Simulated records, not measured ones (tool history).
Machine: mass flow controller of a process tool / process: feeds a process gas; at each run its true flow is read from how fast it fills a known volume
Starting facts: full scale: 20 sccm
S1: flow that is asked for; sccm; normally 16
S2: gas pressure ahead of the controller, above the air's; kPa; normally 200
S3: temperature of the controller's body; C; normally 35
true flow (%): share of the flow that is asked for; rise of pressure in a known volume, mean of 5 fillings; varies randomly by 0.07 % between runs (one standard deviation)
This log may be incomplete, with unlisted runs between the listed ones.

{"run": 1, "hour": 0.0, "S1": 16, "S2": 200, "S3": 35, "true flow (%)": 98.43}
{"run": 2, "hour": 281.8, "S1": 11, "S2": 200, "S3": 35, "true flow (%)": 97.63}
{"run": 3, "hour": 606.0, "S1": 11, "S2": 200, "S3": 35, "true flow (%)": 97.66}
{"run": 4, "hour": 816.7, "S1": 16, "S2": 158, "S3": 35, "true flow (%)": 98.1}
{"run": 5, "hour": 1086.7, "S1": 16, "S2": 158, "S3": 35, "true flow (%)": 98.06}
{"run": 6, "hour": 1391.4, "S1": 16, "S2": 158, "S3": 35, "true flow (%)": 98.23}
{"run": 7, "hour": 1762.0, "S1": 16, "S2": 158, "S3": 35, "true flow (%)": 98.12}
{"run": 8, "hour": 1952.7, "S1": 16, "S2": 158, "S3": 35, "true flow (%)": 98.12}
{"run": 9, "hour": 2347.9, "S1": 16, "S2": 245, "S3": 28, "true flow (%)": 99.36}
{"run": 10, "hour": 2744.9, "S1": 16, "S2": 198, "S3": 36, "true flow (%)": 98.4}
{"run": 11, "hour": 3129.3, "S1": 7, "S2": 198, "S3": 21, "true flow (%)": 98.59}
{"run": 12, "hour": 3462.3, "S1": 3, "S2": 200, "S3": 35, "true flow (%)": 96.55}
{"run": 13, "hour": 3709.7, "S1": 7, "S2": 157, "S3": 29, "true flow (%)": 97.38}

4 options for the next run, each taken on its own from the tool as it stands now. Forecast them:
{"run": "A", "hour": 3893.0, "S1": 15, "S2": 156, "S3": 35, "true flow (%)": "?"}
{"run": "B", "hour": 3893.0, "S1": 16, "S2": 204, "S3": 35, "true flow (%)": "?"}
{"run": "C", "hour": 3893.0, "S1": 20, "S2": 157, "S3": 29, "true flow (%)": "?"}
{"run": "D", "hour": 3893.0, "S1": 18, "S2": 229, "S3": 35, "true flow (%)": "?"}

run=A true_flow_(%)=97.98
run=B true_flow_(%)=98.45
run=C true_flow_(%)=99.43
run=D true_flow_(%)=99.03
Stripped of hidden state, with their random variation kept, the same runs would have yielded:
run=A true_flow_(%)=97.97
run=B true_flow_(%)=98.43
run=C true_flow_(%)=99.42
run=D true_flow_(%)=99.02
